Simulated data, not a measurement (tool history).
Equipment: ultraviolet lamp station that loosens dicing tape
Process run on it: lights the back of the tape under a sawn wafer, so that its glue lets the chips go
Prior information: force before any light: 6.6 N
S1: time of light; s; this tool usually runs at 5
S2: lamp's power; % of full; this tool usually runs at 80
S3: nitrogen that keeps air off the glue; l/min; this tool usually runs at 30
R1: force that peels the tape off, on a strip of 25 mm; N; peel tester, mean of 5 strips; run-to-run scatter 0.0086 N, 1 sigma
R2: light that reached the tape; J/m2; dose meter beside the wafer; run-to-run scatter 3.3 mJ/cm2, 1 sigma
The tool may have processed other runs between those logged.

run,hour,S1,S2,S3,R1,R2
1,0,5,80,30,0.34,5070
2,27.4,5,80,30,0.35,5130
3,44.6,5,80,30,0.352,5170
4,60,5,80,30,0.35,5140
5,75.6,5,80,30,0.347,5190
6,107.3,5,80,30,0.34,5140
7,130.8,5,80,30,0.347,5160
8,163.2,5,80,30,0.358,5160
9,185.5,5,80,30,0.351,5100
10,216.3,5,80,30,0.346,5150
11,232.8,5,80,30,0.342,5150
12,254,5,80,30,0.349,5130
13,281.9,2,80,30,1.533,2070
14,300.2,2,80,30,1.536,2060
15,331.2,2,80,30,1.54,2060
16,346.9,5,80,54,0.318,5090
17,367.1,5,80,54,0.314,5150
18,386.6,5,80,54,0.308,5120
19,417.1,5,80,54,0.289,5160
20,447.8,5,80,54,0.299,5110
21,476.6,3,80,54,0.71,3120
22,500.2,5,80,9,0.583,5120
23,515.3,3,61,25,1.351,2330
24,529.4,8,97,9,0.25,10030
25,550.8,8,97,9,0.256,10000
26,566.6,8,97,9,0.25,9950
27,592.6,5,82,9,0.562,5290
28,624.4,5,82,9,0.549,5280
29,643.3,5,67,11,0.718,4300
30,659.3,3,67,42,1,2600
31,692,2,80,42,1.381,2030
32,714.8,2,80,42,1.42,2050
33,735.6,8,70,24,0.26,7160
34,761.2,8,70,24,0.268,7150
35,790.8,8,70,24,0.261,7170
36,820.5,5,85,32,0.325,5450
37,846.7,5,85,32,0.307,5440
38,864.1,3,88,9,1.144,3340
39,881.8,3,88,9,1.169,3400
40,903.9,4,64,30,0.742,3250
41,917.2,4,64,30,0.757,3280
42,946.7,4,64,30,0.731,3310
43,966.7,5,73,36,0.366,4770
44,994.8,3,93,11,0.958,3560

Put back what was entered between runs (1 entry, withheld): which listed runs does each sit between, and how does the hidden state differ from the listed run before to the listed run after?
Run 26 -> run 27: window cleaned of glue's vapour (hour 577.1)
  light that the window lets through, % of a clean one's: 99.9 -> 100

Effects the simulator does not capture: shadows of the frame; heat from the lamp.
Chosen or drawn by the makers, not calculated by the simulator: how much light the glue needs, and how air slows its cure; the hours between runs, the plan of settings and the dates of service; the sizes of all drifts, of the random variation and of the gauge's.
